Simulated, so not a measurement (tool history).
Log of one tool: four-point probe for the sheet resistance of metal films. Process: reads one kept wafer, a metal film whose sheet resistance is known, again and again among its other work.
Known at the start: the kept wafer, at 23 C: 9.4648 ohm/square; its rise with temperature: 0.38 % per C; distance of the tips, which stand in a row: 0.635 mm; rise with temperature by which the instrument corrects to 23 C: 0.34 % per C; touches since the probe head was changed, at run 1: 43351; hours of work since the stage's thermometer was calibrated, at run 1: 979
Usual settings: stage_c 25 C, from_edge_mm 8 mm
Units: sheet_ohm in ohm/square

run	hour	stage_c	from_edge_mm	touches since the probe head was changed	hours of work since the stage's thermometer was calibrated	sheet_ohm
1	0.0	25	8	43351	979	9.548307
2	31.6	29	8	44498	997	9.566855
3	94.6	29	8	46791	1032	9.568861
4	147.8	29	8	48726	1061	9.570092
5	202.8	29	8	50726	1092	9.577623
6	242.9	29	8	52184	1114	9.575964
7	283.0	29	8	53641	1136	9.577455
8	316.4	25	8	54858	1155	9.564159
9	367.9	25	8	56729	1183	9.567053
10	409.6	25	8	58245	1206	9.565214
11	445.7	26	4	59559	1226	9.667220
12	477.3	21	8	60706	1244	9.550332
13	521.1	20	24	62301	1268	9.518779
14	595.4	20	24	65003	1310	9.521708
15	669.7	24	6	67705	1351	9.599627
16	716.3	24	6	69398	1377	9.600029
17	780.3	22	25	71724	1412	9.538059
18	850.3	22	25	74270	1451	9.540162

3 ways to go on from here, each from the tool as it stands after run 18. What would each give?
A	904.2	24	7	76233	1481	?
B	904.2	25	20	76233	1481	?
C	904.2	23	22	76233	1481	?

run	sheet_ohm
A	9.594145
B	9.559905
C	9.550688
Without the tool's hidden state the same runs would have given:
run	sheet_ohm
A	9.512291
B	9.478378
C	9.469130

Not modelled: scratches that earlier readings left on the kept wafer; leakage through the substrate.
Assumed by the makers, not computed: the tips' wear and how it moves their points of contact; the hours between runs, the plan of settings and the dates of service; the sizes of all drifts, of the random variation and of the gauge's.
